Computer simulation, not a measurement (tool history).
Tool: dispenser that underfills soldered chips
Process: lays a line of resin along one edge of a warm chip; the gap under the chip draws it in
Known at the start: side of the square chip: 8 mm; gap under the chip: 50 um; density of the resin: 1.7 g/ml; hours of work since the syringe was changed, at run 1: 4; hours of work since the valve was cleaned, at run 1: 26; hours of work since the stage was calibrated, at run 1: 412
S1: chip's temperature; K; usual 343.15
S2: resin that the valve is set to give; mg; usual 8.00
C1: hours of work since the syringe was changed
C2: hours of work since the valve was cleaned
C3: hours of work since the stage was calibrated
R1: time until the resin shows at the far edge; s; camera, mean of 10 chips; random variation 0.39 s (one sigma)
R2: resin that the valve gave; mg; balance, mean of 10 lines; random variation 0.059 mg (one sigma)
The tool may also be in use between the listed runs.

{"run": 1, "hour": 0.0, "S1": 343.15, "S2": 8.0, "C1": 4, "C2": 26, "C3": 412, "R1": 34.0, "R2": 7.96}
{"hour": 6.1, "done": "new syringe of resin"}
{"run": 2, "hour": 15.0, "S1": 347.15, "S2": 8.0, "C1": 6, "C2": 35, "C3": 421, "R1": 28.9, "R2": 7.84}
{"hour": 17.9, "done": "new syringe of resin"}
{"run": 3, "hour": 23.1, "S1": 343.15, "S2": 9.13, "C1": 3, "C2": 40, "C3": 426, "R1": 33.0, "R2": 8.66}
{"hour": 29.7, "done": "new syringe of resin"}
{"run": 4, "hour": 34.0, "S1": 343.15, "S2": 9.13, "C1": 3, "C2": 47, "C3": 433, "R1": 32.3, "R2": 8.84}
{"hour": 41.6, "done": "new syringe of resin"}
{"run": 5, "hour": 42.1, "S1": 343.15, "S2": 9.13, "C1": 0, "C2": 52, "C3": 438, "R1": 28.8, "R2": 8.84}
{"run": 6, "hour": 52.8, "S1": 343.15, "S2": 9.9, "C1": 7, "C2": 59, "C3": 445, "R1": 38.6, "R2": 9.46}
{"hour": 53.8, "done": "new syringe of resin"}
{"run": 7, "hour": 61.8, "S1": 343.15, "S2": 9.9, "C1": 5, "C2": 64, "C3": 450, "R1": 35.6, "R2": 9.44}
{"hour": 65.8, "done": "new syringe of resin"}
{"run": 8, "hour": 73.8, "S1": 343.15, "S2": 9.9, "C1": 5, "C2": 72, "C3": 458, "R1": 36.6, "R2": 9.36}
{"hour": 77.8, "done": "new syringe of resin"}
{"run": 9, "hour": 86.9, "S1": 334.15, "S2": 8.0, "C1": 6, "C2": 80, "C3": 466, "R1": 61.2, "R2": 7.65}
{"hour": 89.7, "done": "new syringe of resin"}
{"run": 10, "hour": 100.8, "S1": 334.15, "S2": 8.0, "C1": 7, "C2": 89, "C3": 475, "R1": 65.2, "R2": 7.55}
{"hour": 101.9, "done": "new syringe of resin"}
{"hour": 113.9, "done": "new syringe of resin"}
{"run": 11, "hour": 114.3, "S1": 334.15, "S2": 8.0, "C1": 0, "C2": 97, "C3": 483, "R1": 49.4, "R2": 7.51}
{"hour": 126.3, "done": "new syringe of resin"}
{"run": 12, "hour": 126.6, "S1": 334.15, "S2": 8.0, "C1": 0, "C2": 104, "C3": 490, "R1": 48.5, "R2": 7.5}
{"run": 13, "hour": 134.1, "S1": 350.15, "S2": 7.16, "C1": 5, "C2": 109, "C3": 495, "R1": 26.4, "R2": 6.66}
{"hour": 138.5, "done": "new syringe of resin"}
{"run": 14, "hour": 147.4, "S1": 350.15, "S2": 7.16, "C1": 6, "C2": 118, "C3": 504, "R1": 28.6, "R2": 6.56}
{"hour": 151.0, "done": "new syringe of resin"}
{"run": 15, "hour": 159.4, "S1": 350.15, "S2": 7.16, "C1": 5, "C2": 125, "C3": 511, "R1": 26.8, "R2": 6.69}
{"hour": 162.5, "done": "dispensing valve cleaned and set on the balance"}
{"hour": 164.1, "done": "new syringe of resin"}
{"run": 16, "hour": 174.3, "S1": 348.15, "S2": 8.0, "C1": 7, "C2": 7, "C3": 520, "R1": 30.0, "R2": 7.95}

Run 17 comes next. What will it give?
{"hour": 176.4, "done": "new syringe of resin"}
{"run": 17, "hour": 182.2, "S1": 348.15, "S2": 8.0, "C1": 4, "C2": 12, "C3": 525, "R1": "?", "R2": "?"}

R1: 26.9 s
R2: 7.90 mg
Without the tool's hidden state the same run would have given R1 18.9 s, R2 7.97 mg.
